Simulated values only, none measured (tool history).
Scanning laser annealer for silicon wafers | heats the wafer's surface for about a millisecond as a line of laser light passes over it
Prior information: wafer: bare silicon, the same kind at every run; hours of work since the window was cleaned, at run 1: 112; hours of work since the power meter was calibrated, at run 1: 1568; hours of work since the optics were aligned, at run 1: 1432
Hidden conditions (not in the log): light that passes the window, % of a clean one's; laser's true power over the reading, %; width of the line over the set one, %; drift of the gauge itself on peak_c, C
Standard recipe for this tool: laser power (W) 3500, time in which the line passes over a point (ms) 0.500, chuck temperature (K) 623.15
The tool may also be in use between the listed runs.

run	day	laser power (W)	time in which the line passes over a point (ms)	chuck temperature (K)	hours of work since the window was cleaned	hours of work since the power meter was calibrated	hours of work since the optics were aligned	highest temperature of the surface (K)
1	0.000	3500	0.500	623.15	112	1568	1432	1302.15
2	2.312	3500	0.500	623.15	152	1608	1472	1299.15
3	4.525	3500	0.500	623.15	190	1646	1510	1298.15
4	5.967	3500	0.500	623.15	215	1671	1535	1296.15
# day 6.312: window over the wafer cleaned
# day 6.521: optics aligned, line set to its width
5	8.142	3500	0.500	623.15	28	1703	28	1317.15
6	10.704	3500	0.375	637.15	72	1747	72	1235.15
# day 11.600: window over the wafer cleaned, once more
7	13.004	2977	0.467	623.15	24	1785	110	1169.15
8	14.875	2977	0.467	655.15	56	1817	142	1198.15
9	17.425	2977	0.467	655.15	100	1861	186	1200.15
10	18.992	2977	0.467	655.15	127	1888	213	1197.15

Forecast each of these 5 alternatives for the next run:
A	21.367	3205	0.451	596.15	168	1929	254	?
B	21.367	3500	0.350	623.15	168	1929	254	?
C	21.367	3668	0.422	655.15	168	1929	254	?
D	21.367	3433	0.458	595.15	168	1929	254	?
E	21.367	3443	0.467	653.15	168	1929	254	?

run	highest temperature of the surface (K)
A	1182.15
B	1198.15
C	1325.15
D	1238.15
E	1303.15
Stripped of hidden state, with their random variation kept, the same runs would have yielded:
run	highest temperature of the surface (K)
A	1191.15
B	1207.15
C	1336.15
D	1249.15
E	1313.15

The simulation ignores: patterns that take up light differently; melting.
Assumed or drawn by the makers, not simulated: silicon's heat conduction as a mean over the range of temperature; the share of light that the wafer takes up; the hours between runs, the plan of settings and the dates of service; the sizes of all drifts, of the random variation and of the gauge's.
